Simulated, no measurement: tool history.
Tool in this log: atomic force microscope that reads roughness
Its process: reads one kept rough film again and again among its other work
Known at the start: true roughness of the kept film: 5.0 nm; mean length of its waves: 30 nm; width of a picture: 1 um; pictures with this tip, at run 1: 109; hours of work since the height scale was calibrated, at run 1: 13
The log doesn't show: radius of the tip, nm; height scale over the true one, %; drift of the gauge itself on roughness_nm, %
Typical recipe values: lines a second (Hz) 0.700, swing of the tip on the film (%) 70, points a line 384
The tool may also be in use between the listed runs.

run	hour	lines a second (Hz)	swing of the tip on the film (%)	points a line	pictures with this tip	hours of work since the height scale was calibrated	roughness of the kept film (nm (root mean square))
1	0.0	0.700	70	384	109	13	3.958
2	14.2	0.700	64	384	131	20	3.879
3	29.4	2.042	70	384	156	27	3.719
# hour 36.3: new tip fitted
4	54.5	2.042	70	384	29	38	4.152
5	77.7	2.042	70	384	65	49	3.989
6	97.3	0.700	70	384	97	58	3.964
7	111.2	0.700	70	384	119	65	3.862
8	126.5	0.877	70	384	143	72	3.772
# hour 141.4: new tip fitted
9	143.3	0.877	70	384	3	79	4.377
10	162.0	2.536	70	384	32	88	4.116
11	172.0	0.700	61	384	48	93	4.235
12	189.4	0.700	70	384	76	101	4.096
13	206.5	0.700	70	384	103	109	3.988
14	219.1	0.700	70	384	123	115	3.909
15	229.3	0.700	66	384	139	119	3.866
16	241.5	0.700	66	384	159	125	3.807
# hour 247.3: new tip fitted
17	258.2	0.700	66	384	17	132	4.318
18	281.6	0.700	66	384	55	143	4.149
19	300.0	0.700	66	384	84	152	4.017
20	316.5	0.700	65	384	110	160	3.942
21	339.1	0.700	65	384	146	170	3.821
# hour 352.8: new tip fitted
22	361.7	0.629	78	384	14	180	4.261
23	376.1	0.629	78	384	37	187	4.191
# hour 378.5: height scale calibrated on a step standard
24	401.2	0.629	78	384	75	11	4.051
# hour 420.5: height scale calibrated on a step standard, once more
25	421.4	1.250	56	848	106	0	3.985
26	434.6	1.250	56	848	127	7	3.893
27	445.0	1.250	56	848	143	11	3.869
# hour 460.6: new tip fitted
28	462.5	0.870	69	384	3	19	4.339
29	481.0	0.870	69	384	32	28	4.261
30	498.7	3.320	70	661	61	36	3.956
31	513.4	3.320	70	661	84	43	3.889
32	535.1	3.409	58	661	118	53	3.878
33	547.6	3.981	85	335	138	59	3.344
34	564.5	0.680	59	310	165	67	3.772
# hour 566.2: new tip fitted
35	586.8	1.054	58	326	33	77	4.249
36	598.0	1.054	58	326	51	82	4.142
37	612.8	1.054	58	326	74	89	4.040
38	637.4	1.054	58	326	113	100	3.950
39	654.2	1.054	58	326	140	108	3.832
40	667.2	1.054	58	326	160	114	3.746
# hour 671.5: new tip fitted
41	689.0	1.054	58	326	28	124	4.242

Here are 5 independent what-if runs from the current tool condition. What would each one return?
A	708.7	1.226	77	384	59	133	?
B	708.7	1.042	55	604	59	133	?
C	708.7	0.700	70	374	59	133	?
D	708.7	0.630	82	326	59	133	?
E	708.7	0.697	59	672	59	133	?

run	roughness of the kept film (nm (root mean square))
A	4.038
B	4.196
C	4.162
D	4.109
E	4.207
Take away the tool's hidden state, keep each run's random variation, and the runs would have read:
run	roughness of the kept film (nm (root mean square))
A	4.298
B	4.466
C	4.430
D	4.373
E	4.477
